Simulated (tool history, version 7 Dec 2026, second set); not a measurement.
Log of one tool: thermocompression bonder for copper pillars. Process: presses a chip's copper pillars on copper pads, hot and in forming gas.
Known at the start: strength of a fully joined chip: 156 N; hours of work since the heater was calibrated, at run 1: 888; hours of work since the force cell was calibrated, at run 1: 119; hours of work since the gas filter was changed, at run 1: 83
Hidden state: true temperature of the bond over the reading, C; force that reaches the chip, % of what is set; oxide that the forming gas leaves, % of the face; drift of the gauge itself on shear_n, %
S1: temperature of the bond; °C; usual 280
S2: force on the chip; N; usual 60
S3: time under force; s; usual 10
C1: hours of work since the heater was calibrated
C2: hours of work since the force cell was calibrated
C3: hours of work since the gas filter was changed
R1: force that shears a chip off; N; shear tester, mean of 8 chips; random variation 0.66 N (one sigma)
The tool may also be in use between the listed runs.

{"run": 1, "hour": 0.0, "S1": 280, "S2": 60, "S3": 10, "C1": 888, "C2": 119, "C3": 83, "R1": 72.7}
{"run": 2, "hour": 12.5, "S1": 280, "S2": 88, "S3": 10, "C1": 898, "C2": 129, "C3": 93, "R1": 89.9}
{"run": 3, "hour": 35.7, "S1": 280, "S2": 88, "S3": 10, "C1": 915, "C2": 146, "C3": 110, "R1": 89.5}
{"run": 4, "hour": 48.6, "S1": 280, "S2": 86, "S3": 10, "C1": 925, "C2": 156, "C3": 120, "R1": 89.6}
{"run": 5, "hour": 64.4, "S1": 280, "S2": 65, "S3": 10, "C1": 937, "C2": 168, "C3": 132, "R1": 75.7}
{"run": 6, "hour": 88.5, "S1": 280, "S2": 60, "S3": 10, "C1": 955, "C2": 186, "C3": 150, "R1": 73.7}
{"run": 7, "hour": 99.2, "S1": 280, "S2": 73, "S3": 10, "C1": 963, "C2": 194, "C3": 158, "R1": 79.7}
{"run": 8, "hour": 123.9, "S1": 280, "S2": 73, "S3": 10, "C1": 982, "C2": 212, "C3": 177, "R1": 80.5}
{"run": 9, "hour": 134.3, "S1": 280, "S2": 73, "S3": 10, "C1": 989, "C2": 220, "C3": 184, "R1": 82.0}
{"run": 10, "hour": 148.4, "S1": 280, "S2": 47, "S3": 10, "C1": 1000, "C2": 231, "C3": 195, "R1": 61.1}
{"run": 11, "hour": 163.2, "S1": 280, "S2": 60, "S3": 10, "C1": 1011, "C2": 242, "C3": 206, "R1": 70.8}
{"run": 12, "hour": 184.1, "S1": 284, "S2": 60, "S3": 10, "C1": 1027, "C2": 258, "C3": 222, "R1": 72.6}
{"run": 13, "hour": 195.1, "S1": 284, "S2": 60, "S3": 10, "C1": 1035, "C2": 266, "C3": 230, "R1": 72.4}
{"run": 14, "hour": 219.9, "S1": 284, "S2": 60, "S3": 10, "C1": 1054, "C2": 285, "C3": 249, "R1": 71.9}
{"run": 15, "hour": 243.9, "S1": 280, "S2": 68, "S3": 10, "C1": 1072, "C2": 303, "C3": 267, "R1": 74.1}
{"run": 16, "hour": 267.3, "S1": 280, "S2": 68, "S3": 10, "C1": 1089, "C2": 320, "C3": 284, "R1": 74.0}
{"run": 17, "hour": 277.3, "S1": 280, "S2": 68, "S3": 10, "C1": 1097, "C2": 328, "C3": 292, "R1": 74.4}
{"run": 18, "hour": 299.7, "S1": 272, "S2": 60, "S3": 10, "C1": 1114, "C2": 345, "C3": 309, "R1": 64.5}
{"run": 19, "hour": 320.2, "S1": 272, "S2": 60, "S3": 10, "C1": 1129, "C2": 360, "C3": 324, "R1": 63.1}
{"run": 20, "hour": 345.0, "S1": 272, "S2": 60, "S3": 10, "C1": 1148, "C2": 379, "C3": 343, "R1": 63.8}
{"hour": 363.3, "done": "forming gas filter changed"}
{"run": 21, "hour": 365.1, "S1": 272, "S2": 60, "S3": 10, "C1": 1163, "C2": 393, "C3": 1, "R1": 70.8}
{"run": 22, "hour": 383.9, "S1": 279, "S2": 37, "S3": 15, "C1": 1177, "C2": 408, "C3": 16, "R1": 67.2}
{"run": 23, "hour": 397.8, "S1": 285, "S2": 71, "S3": 6, "C1": 1187, "C2": 418, "C3": 26, "R1": 74.8}
{"run": 24, "hour": 411.0, "S1": 274, "S2": 87, "S3": 9, "C1": 1197, "C2": 428, "C3": 36, "R1": 85.8}
{"run": 25, "hour": 425.9, "S1": 254, "S2": 58, "S3": 27, "C1": 1208, "C2": 439, "C3": 47, "R1": 84.0}
{"run": 26, "hour": 445.0, "S1": 254, "S2": 58, "S3": 5, "C1": 1223, "C2": 453, "C3": 61, "R1": 43.7}
{"run": 27, "hour": 461.8, "S1": 254, "S2": 58, "S3": 5, "C1": 1235, "C2": 466, "C3": 74, "R1": 44.3}
{"run": 28, "hour": 478.5, "S1": 256, "S2": 83, "S3": 20, "C1": 1248, "C2": 479, "C3": 87, "R1": 91.0}
{"run": 29, "hour": 498.0, "S1": 256, "S2": 83, "S3": 20, "C1": 1263, "C2": 493, "C3": 101, "R1": 92.1}
{"run": 30, "hour": 510.0, "S1": 292, "S2": 66, "S3": 28, "C1": 1272, "C2": 502, "C3": 110, "R1": 114.0}
{"run": 31, "hour": 524.0, "S1": 280, "S2": 83, "S3": 10, "C1": 1282, "C2": 513, "C3": 121, "R1": 89.5}
{"run": 32, "hour": 539.5, "S1": 280, "S2": 38, "S3": 10, "C1": 1294, "C2": 525, "C3": 133, "R1": 57.4}
{"run": 33, "hour": 554.2, "S1": 256, "S2": 89, "S3": 6, "C1": 1305, "C2": 536, "C3": 144, "R1": 60.1}
{"run": 34, "hour": 566.3, "S1": 253, "S2": 86, "S3": 18, "C1": 1314, "C2": 545, "C3": 153, "R1": 85.0}
{"run": 35, "hour": 587.7, "S1": 272, "S2": 86, "S3": 18, "C1": 1330, "C2": 561, "C3": 169, "R1": 99.4}
{"run": 36, "hour": 609.4, "S1": 257, "S2": 60, "S3": 21, "C1": 1346, "C2": 577, "C3": 185, "R1": 76.7}
{"run": 37, "hour": 627.9, "S1": 257, "S2": 60, "S3": 21, "C1": 1360, "C2": 591, "C3": 199, "R1": 78.2}
{"run": 38, "hour": 648.1, "S1": 288, "S2": 61, "S3": 8, "C1": 1376, "C2": 606, "C3": 214, "R1": 72.5}
{"run": 39, "hour": 658.8, "S1": 266, "S2": 42, "S3": 8, "C1": 1384, "C2": 614, "C3": 222, "R1": 46.1}
{"hour": 667.9, "done": "heater calibrated with a thermocouple chip"}
{"run": 40, "hour": 672.4, "S1": 259, "S2": 40, "S3": 6, "C1": 3, "C2": 623, "C3": 231, "R1": 31.1}
{"run": 41, "hour": 690.9, "S1": 277, "S2": 89, "S3": 12, "C1": 17, "C2": 637, "C3": 245, "R1": 82.5}

Hidden state or all else? Some run-to-run changes of R1, split into what the settings, what came in and random variation would give without the hidden state, and what is left for the hidden state (with any gauge scatter that isn't in both results):
Run 20 -> 21: forming gas filter changed. R1 +7.0 N: hidden state +8.4, all else -1.4.
Run 25 -> 26: S3 27 -> 5. R1 -40.3 N: hidden state -2.3, all else -38.0.
Run 27 -> 28: S1 254 -> 256, S2 58 -> 83, S3 5 -> 20. R1 +46.7 N: hidden state +1.5, all else +45.2.
Run 39 -> 40: S1 266 -> 259, S2 42 -> 40, S3 8 -> 6, heater calibrated with a thermocouple chip. R1 -15.0 N: hidden state -5.6, all else -9.4.
Run 40 -> 41: S1 259 -> 277, S2 40 -> 89, S3 6 -> 12. R1 +51.4 N: hidden state -5.3, all else +56.7.
